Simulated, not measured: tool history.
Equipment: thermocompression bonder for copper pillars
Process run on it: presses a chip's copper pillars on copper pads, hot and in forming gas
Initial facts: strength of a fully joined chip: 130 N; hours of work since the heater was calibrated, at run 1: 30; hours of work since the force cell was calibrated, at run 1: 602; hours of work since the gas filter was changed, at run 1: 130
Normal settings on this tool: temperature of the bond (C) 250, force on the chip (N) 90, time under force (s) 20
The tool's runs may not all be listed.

run   hour  temperature of the bond (C)  force on the chip (N)  time under force (s)  hours of work since the heater was calibrated  hours of work since the force cell was calibrated  hours of work since the gas filter was changed  force that shears a chip off (N)
  1    0.0                          250                     90                    20                                             30                                                602                                             130                              50.5
  2   21.4                          250                     90                    20                                             46                                                618                                             146                              48.8
  3   40.9                          250                     90                    20                                             60                                                633                                             160                              49.0
  4   63.4                          250                     90                    20                                             77                                                650                                             177                              48.1
  5   84.3                          221                     90                    20                                             93                                                666                                             193                              31.7
  6  107.9                          221                     90                    20                                            111                                                683                                             211                              30.9
  7  129.4                          221                     90                    20                                            127                                                700                                             227                              31.7
  8  140.3                          250                    128                    20                                            135                                                708                                             235                              62.3
  9  152.4                          250                     90                    53                                            144                                                717                                             244                              66.5
 10  162.5                          250                     90                    20                                            152                                                724                                             252                              46.8
 11  175.5                          250                     90                    20                                            162                                                734                                             262                              48.8
     178.2  -- force cell calibrated
 12  198.9                          250                     90                    38                                            178                                                 16                                             278                              60.0
 13  210.7                          250                     90                    38                                            187                                                 25                                             287                              60.6
 14  229.5                          250                     90                    48                                            201                                                 39                                             301                              65.1
 15  242.0                          250                     90                    48                                            211                                                 48                                             311                              63.5
     244.6  -- force cell calibrated, once more
 16  265.7                          250                     90                    20                                            227                                                 16                                             327                              46.9
 17  279.3                          250                     90                    20                                            238                                                 26                                             338                              47.4
 18  298.2                          250                     90                    20                                            252                                                 40                                             352                              47.9
 19  311.9                          250                     90                    20                                            262                                                 51                                             362                              47.6
 20  334.4                          250                     90                    20                                            279                                                 68                                             379                              47.7
 21  353.3                          245                     90                    20                                            293                                                 82                                             393                              44.0
 22  370.8                          255                     90                    25                                            306                                                 95                                             407                              54.6
 23  388.5                          279                     90                    14                                            320                                                108                                             420                              56.1
 24  403.0                          279                     90                    14                                            331                                                119                                             431                              57.1
 25  415.3                          224                     61                    20                                            340                                                129                                             440                              23.0
 26  426.3                          252                     90                    13                                            348                                                137                                             448                              40.1
 27  443.9                          252                     90                    13                                            362                                                150                                             462                              39.7
 28  465.1                          279                     58                    20                                            377                                                166                                             477                              46.4
     469.4  -- forming gas filter changed
 29  481.1                          279                     58                    20                                            389                                                178                                               9                              48.8
 30  495.1                          236                     55                    22                                            400                                                188                                              19                              27.2
 31  514.1                          236                     55                    22                                            414                                                203                                              34                              26.3
 32  537.9                          241                    101                    36                                            432                                                220                                              52                              56.3
 33  548.4                          276                     74                    19                                            440                                                228                                              60                              55.1
 34  570.7                          276                     74                    19                                            457                                                245                                              76                              53.3
 35  585.8                          273                     86                    15                                            468                                                257                                              88                              53.4
 36  600.5                          236                    117                    19                                            479                                                268                                              99                              44.9
 37  624.6                          250                    103                    58                                            497                                                286                                             117                              75.4
 38  642.2                          221                    103                    11                                            510                                                299                                             130                              25.3
 39  655.8                          221                     74                    11                                            521                                                309                                             140                              20.3

Some steps in force that shears a chip off (N), run to run, broken into two amounts with sign: the step expected even without the hidden condition (settings, incoming material, random variation), and the rest, left for the hidden condition together with whatever gauge scatter is not in both the measured and the hidden-condition-free result:
What the log doesn't record here: true temperature of the bond over the reading, C; force that reaches the chip, % of what is set; oxide that the forming gas leaves, % of the face; drift of the gauge itself on shear_n, %.
Run 7 -> 8: temperature of the bond (C) 221 -> 250, force on the chip (N) 90 -> 128. force that shears a chip off (N) +30.6: hidden state -1.3, all else +31.9.
Run 15 -> 16: time under force (s) 48 -> 20, force cell calibrated, once more. force that shears a chip off (N) -16.6: hidden state +1.9, all else -18.5.
Run 24 -> 25: temperature of the bond (C) 279 -> 224, force on the chip (N) 90 -> 61, time under force (s) 14 -> 20. force that shears a chip off (N) -34.1: hidden state +2.1, all else -36.2.
Run 37 -> 38: temperature of the bond (C) 250 -> 221, time under force (s) 58 -> 11. force that shears a chip off (N) -50.1: hidden state +2.6, all else -52.7.
